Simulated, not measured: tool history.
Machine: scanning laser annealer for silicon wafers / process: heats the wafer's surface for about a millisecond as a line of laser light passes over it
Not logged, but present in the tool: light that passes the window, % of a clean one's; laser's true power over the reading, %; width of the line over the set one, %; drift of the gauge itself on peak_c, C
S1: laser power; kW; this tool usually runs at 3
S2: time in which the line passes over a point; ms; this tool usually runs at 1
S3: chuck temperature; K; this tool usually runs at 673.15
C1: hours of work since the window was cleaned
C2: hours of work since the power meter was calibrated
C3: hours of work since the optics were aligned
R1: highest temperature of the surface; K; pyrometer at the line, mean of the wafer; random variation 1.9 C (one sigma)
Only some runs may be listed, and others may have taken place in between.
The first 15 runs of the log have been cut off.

run,hour,S1,S2,S3,C1,C2,C3,R1
# hour 195.7: optics aligned, line set to its width
16,202.3,3,0.94,673.15,343,247,5,1441.15
17,217.8,2.586,0.94,710.15,355,259,17,1338.15
18,235.9,2.586,0.94,710.15,369,273,31,1339.15
19,247,3,1,642.15,377,281,39,1427.15
20,256.8,2.815,1.24,643.15,385,289,47,1444.15
21,272.2,2.815,1.13,699.15,397,301,58,1465.15
22,285.4,2.815,1.13,699.15,407,311,69,1463.15
23,298.2,3,0.79,679.15,417,321,78,1380.15
24,308.6,3.211,0.73,641.15,425,328,86,1384.15
25,323.2,3.211,0.73,641.15,436,340,97,1382.15
26,331,2.839,1.22,673.15,442,346,103,1470.15
27,348.2,2.839,0.91,683.15,455,359,117,1378.15
28,363.5,2.839,0.91,683.15,467,370,128,1378.15
29,374.2,3,1,659.15,475,379,136,1442.15
30,383,2.592,1,696.15,481,385,143,1336.15
31,400,2.957,1.04,642.15,494,398,156,1423.15
32,413,2.957,0.84,658.15,504,408,166,1365.15

Alternative continuations, all from the tool just after run 32; predict every row:
A,429.1,2.957,1.16,706.15,517,421,178,?
B,429.1,2.86,0.84,673.15,517,421,178,?
C,429.1,3,0.76,648.15,517,421,178,?
D,429.1,3,0.85,636.15,517,421,178,?

run,R1
A,1525.15
B,1347.15
C,1334.15
D,1359.15
What these runs would have given with no unlogged condition in the tool:
run,R1
A,1544.15
B,1363.15
C,1349.15
D,1376.15
